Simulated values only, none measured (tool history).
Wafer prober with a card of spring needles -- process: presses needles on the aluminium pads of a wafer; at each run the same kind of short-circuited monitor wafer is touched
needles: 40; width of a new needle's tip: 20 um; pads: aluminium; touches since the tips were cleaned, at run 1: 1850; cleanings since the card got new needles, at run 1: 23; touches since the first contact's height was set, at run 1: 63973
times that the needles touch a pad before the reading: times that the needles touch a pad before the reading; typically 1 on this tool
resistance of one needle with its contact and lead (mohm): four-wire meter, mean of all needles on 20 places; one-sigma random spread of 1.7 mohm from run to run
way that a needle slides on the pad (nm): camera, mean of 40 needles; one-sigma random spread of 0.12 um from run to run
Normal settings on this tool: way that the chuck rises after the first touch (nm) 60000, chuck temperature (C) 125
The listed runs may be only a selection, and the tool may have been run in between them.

| run | hour | way that the chuck rises after the first touch (nm) | chuck temperature (C) | times that the needles touch a pad before the reading | touches since the tips were cleaned | cleanings since the card got new needles | touches since the first contact's height was set | resistance of one needle with its contact and lead (mohm) | way that a needle slides on the pad (nm) |
|---|---|---|---|---|---|---|---|---|---|
| 1 | 0 | 60000 | 125 | 1 | 1850 | 23 | 63973 | 256 | 7490 |
|  | 2 | tips cleaned on abrasive film |
|  | 8.3 | tips cleaned on abrasive film |
| 2 | 10.1 | 60000 | 125 | 1 | 749 | 25 | 68085 | 226 | 7390 |
|  | 14.3 | tips cleaned on abrasive film |
| 3 | 17.6 | 60000 | 125 | 1 | 1343 | 26 | 71136 | 248 | 7340 |
|  | 20.5 | tips cleaned on abrasive film |
| 4 | 25 | 60000 | 125 | 1 | 1841 | 27 | 74156 | 255 | 7330 |
|  | 27.3 | tips cleaned on abrasive film |
|  | 33.4 | tips cleaned on abrasive film |
| 5 | 34.4 | 60000 | 125 | 1 | 434 | 29 | 78004 | 209 | 7010 |
|  | 39.5 | tips cleaned on abrasive film |
|  | 45.8 | tips cleaned on abrasive film |
| 6 | 45.8 | 60000 | 125 | 1 | 0 | 31 | 82628 | 187 | 6980 |
|  | 51.6 | tips cleaned on abrasive film |
| 7 | 52.4 | 60000 | 125 | 1 | 365 | 32 | 85344 | 207 | 7270 |
|  | 58.1 | tips cleaned on abrasive film |
| 8 | 58.5 | 60000 | 125 | 1 | 155 | 33 | 87811 | 190 | 7230 |
|  | 64.5 | tips cleaned on abrasive film |
| 9 | 65.1 | 60000 | 125 | 1 | 216 | 34 | 90486 | 198 | 6910 |
|  | 70.5 | tips cleaned on abrasive film |
| 10 | 74.7 | 60000 | 125 | 1 | 1728 | 35 | 94432 | 263 | 7280 |
|  | 76.6 | tips cleaned on abrasive film |
|  | 82.6 | tips cleaned on abrasive film |
| 11 | 85.3 | 59000 | 61 | 1 | 1114 | 37 | 98744 | 242 | 6900 |

Predict the results of run 12:
|  | 88.7 | tips cleaned on abrasive film |
| 12 | 92 | 59000 | 61 | 2 | 1352 | 38 | 101487 | ? | ? |

resistance of one needle with its contact and lead (mohm): 211
way that a needle slides on the pad (nm): 6940
Take away the tool's hidden state, keep the run-to-run variation as it was, and the same run would have given resistance of one needle with its contact and lead (mohm) 161, way that a needle slides on the pad (nm) 7410.
